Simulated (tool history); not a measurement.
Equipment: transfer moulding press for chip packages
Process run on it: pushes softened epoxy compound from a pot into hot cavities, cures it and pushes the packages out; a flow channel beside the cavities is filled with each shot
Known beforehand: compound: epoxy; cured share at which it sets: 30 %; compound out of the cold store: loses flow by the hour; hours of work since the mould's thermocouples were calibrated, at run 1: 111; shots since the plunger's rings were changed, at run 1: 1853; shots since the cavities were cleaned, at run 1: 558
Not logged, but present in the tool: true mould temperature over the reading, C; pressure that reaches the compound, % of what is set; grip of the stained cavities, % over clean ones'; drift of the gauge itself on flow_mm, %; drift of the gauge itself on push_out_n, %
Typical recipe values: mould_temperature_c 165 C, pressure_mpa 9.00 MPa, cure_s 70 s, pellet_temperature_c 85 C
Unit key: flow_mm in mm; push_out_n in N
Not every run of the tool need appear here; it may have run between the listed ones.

run	hour	mould_temperature_c	pressure_mpa	cure_s	pellet_temperature_c	hours of work since the mould's thermocouples were calibrated	shots since the plunger's rings were changed	shots since the cavities were cleaned	incoming compound's hours out of the cold store	flow_mm	push_out_n
1	0.0	165	9.00	70	85	111	1853	558	33.0	813	277
# hour 10.5: cavities cleaned with cleaning compound and waxed
2	19.6	165	9.00	70	85	119	2035	92	37.1	799	282
3	30.6	165	9.00	70	85	123	2146	203	27.9	829	275
4	42.8	165	9.00	70	85	128	2270	327	10.2	889	300
5	52.2	165	9.00	70	77	132	2363	420	23.9	844	295
6	60.9	165	9.00	70	77	136	2451	508	38.9	796	295
7	70.7	165	9.00	70	77	140	2550	607	39.7	793	290
# hour 76.3: cavities cleaned with cleaning compound and waxed
8	82.1	165	9.00	70	85	144	2650	59	30.8	826	280
9	101.2	165	9.00	70	85	152	2842	251	20.4	863	288
10	116.6	165	9.00	59	85	159	2997	406	33.6	822	431
11	133.9	165	9.00	59	85	166	3172	581	11.7	885	465
# hour 142.3: cavities cleaned with cleaning compound and waxed
12	144.1	165	9.00	59	85	170	3259	18	34.4	818	428
13	156.8	165	9.00	70	85	175	3387	146	15.1	878	291
14	169.8	165	9.00	70	85	180	3518	277	16.4	863	295
15	185.8	165	9.00	70	85	187	3679	438	11.7	886	304
16	201.4	165	9.00	70	85	194	3836	595	10.8	895	304
# hour 209.3: cavities cleaned with cleaning compound and waxed
17	218.7	165	9.00	70	85	200	3995	95	20.4	861	297
18	228.1	167	6.94	70	83	204	4090	190	39.3	689	255
19	242.4	167	6.94	70	83	210	4234	334	36.2	703	240
20	260.1	158	8.28	67	78	218	4412	512	21.6	846	504
21	268.2	160	8.17	53	81	221	4493	593	15.7	850	696
# hour 275.4: cavities cleaned with cleaning compound and waxed
22	278.0	163	9.98	53	81	225	4578	27	15.8	932	648
23	292.2	169	7.48	70	85	231	4720	169	43.7	702	209
24	305.3	169	7.48	70	79	236	4852	301	34.9	735	222
25	324.1	169	8.03	80	83	244	5041	490	8.3	853	182
26	336.3	161	8.34	95	83	249	5165	614	10.5	868	192
# hour 342.1: cavities cleaned with cleaning compound and waxed
27	352.2	165	9.00	70	78	255	5309	101	14.0	885	311
28	366.4	165	9.00	70	78	261	5452	244	24.4	850	303
29	384.5	165	9.00	64	85	269	5635	427	19.9	858	366

Predict each of these 3 candidate next runs independently; none follows another, all start after run 29:
A	399.3	165	9.00	70	94	275	5784	576	27.8	?	?
B	399.3	172	6.99	64	82	275	5784	576	39.9	?	?
C	399.3	165	9.00	71	88	275	5784	576	26.4	?	?

run	flow_mm	push_out_n
A	823	267
B	687	225
C	835	273
What these runs would have given with no unlogged condition in the tool:
run	flow_mm	push_out_n
A	823	265
B	687	224
C	835	272
